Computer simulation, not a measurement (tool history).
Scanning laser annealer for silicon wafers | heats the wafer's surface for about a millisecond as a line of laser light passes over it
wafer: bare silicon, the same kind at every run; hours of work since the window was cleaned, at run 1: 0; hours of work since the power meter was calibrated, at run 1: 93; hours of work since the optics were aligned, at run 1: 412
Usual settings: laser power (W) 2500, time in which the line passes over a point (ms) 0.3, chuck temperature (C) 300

run	hour	laser power (W)	time in which the line passes over a point (ms)	chuck temperature (C)	hours of work since the window was cleaned	hours of work since the power meter was calibrated	hours of work since the optics were aligned	highest temperature of the surface (C)
1	0	2500	0.3	300	0	93	412	1101
2	27.1	2500	0.3	300	14	107	427	1105
3	43	2500	0.3	300	23	116	435	1104
4	55.8	2500	0.3	300	30	123	442	1103
5	80.3	2500	0.3	300	43	136	455	1104
6	100.8	2500	0.3	300	54	147	466	1105
7	120.4	2372	0.3	300	64	157	477	1050
8	145.6	2500	0.3	326	78	171	490	1131
9	159.2	2500	0.3	326	85	178	497	1125
10	171.7	2500	0.3	326	92	185	504	1129
11	198.1	2500	0.3	300	106	199	518	1101
12	212.3	2500	0.3	300	113	206	526	1101
13	236.9	2500	0.23	300	126	219	539	1004
14	263.1	2500	0.3	300	140	233	553	1099
15	276.7	2470	0.3	300	148	241	560	1087
16	300.4	2470	0.298	300	160	253	573	1081
# hour 307.3: optics aligned, line set to its width
17	323.8	2470	0.298	300	170	263	9	1075
18	338.4	2218	0.315	301	178	271	17	993
# hour 355.4: optics aligned, line set to its width, once more
19	355.4	2145	0.298	301	184	277	0	957
20	372.1	2145	0.298	301	193	286	9	960
21	392.1	2145	0.298	301	204	297	20	957
22	418	2210	0.213	265	218	311	33	846
23	446.6	2210	0.213	265	233	326	49	844
24	461.3	2500	0.283	337	241	334	57	1117
25	488.5	2214	0.279	308	255	348	71	972
26	516.3	2500	0.257	300	270	363	86	1047
27	534.7	2500	0.257	300	280	373	96	1047
28	562.7	2500	0.257	300	295	388	111	1045
29	588.8	2548	0.229	328	309	402	125	1050
30	611.9	2211	0.302	261	321	414	137	945
31	631.1	2465	0.211	296	331	424	147	959
32	651.8	2211	0.253	297	343	435	158	922
33	674.6	2612	0.353	268	355	448	170	1188

Hidden state or all else? Some run-to-run changes of highest temperature of the surface (C), split into what the settings, what came in and random variation would give without the hidden state, and what is left for the hidden state (with any gauge scatter that isn't in both results):
The hidden state here: light that passes the window, % of a clean one's; laser's true power over the reading, %; width of the line over the set one, %; drift of the gauge itself on peak_c, C.
Run 16 -> 17: optics aligned, line set to its width. highest temperature of the surface (C) -6: hidden state -7, all else +1.
Run 18 -> 19: laser power (W) 2218 -> 2145, time in which the line passes over a point (ms) 0.315 -> 0.298, optics aligned, line set to its width, once more. highest temperature of the surface (C) -36: hidden state +16, all else -52.
Run 23 -> 24: laser power (W) 2210 -> 2500, time in which the line passes over a point (ms) 0.213 -> 0.283, chuck temperature (C) 265 -> 337. highest temperature of the surface (C) +273: hidden state -3, all else +276.
Run 24 -> 25: laser power (W) 2500 -> 2214, time in which the line passes over a point (ms) 0.283 -> 0.279, chuck temperature (C) 337 -> 308. highest temperature of the surface (C) -145: hidden state +1, all else -146.
Run 32 -> 33: laser power (W) 2211 -> 2612, time in which the line passes over a point (ms) 0.253 -> 0.353, chuck temperature (C) 297 -> 268. highest temperature of the surface (C) +266: hidden state -6, all else +272.

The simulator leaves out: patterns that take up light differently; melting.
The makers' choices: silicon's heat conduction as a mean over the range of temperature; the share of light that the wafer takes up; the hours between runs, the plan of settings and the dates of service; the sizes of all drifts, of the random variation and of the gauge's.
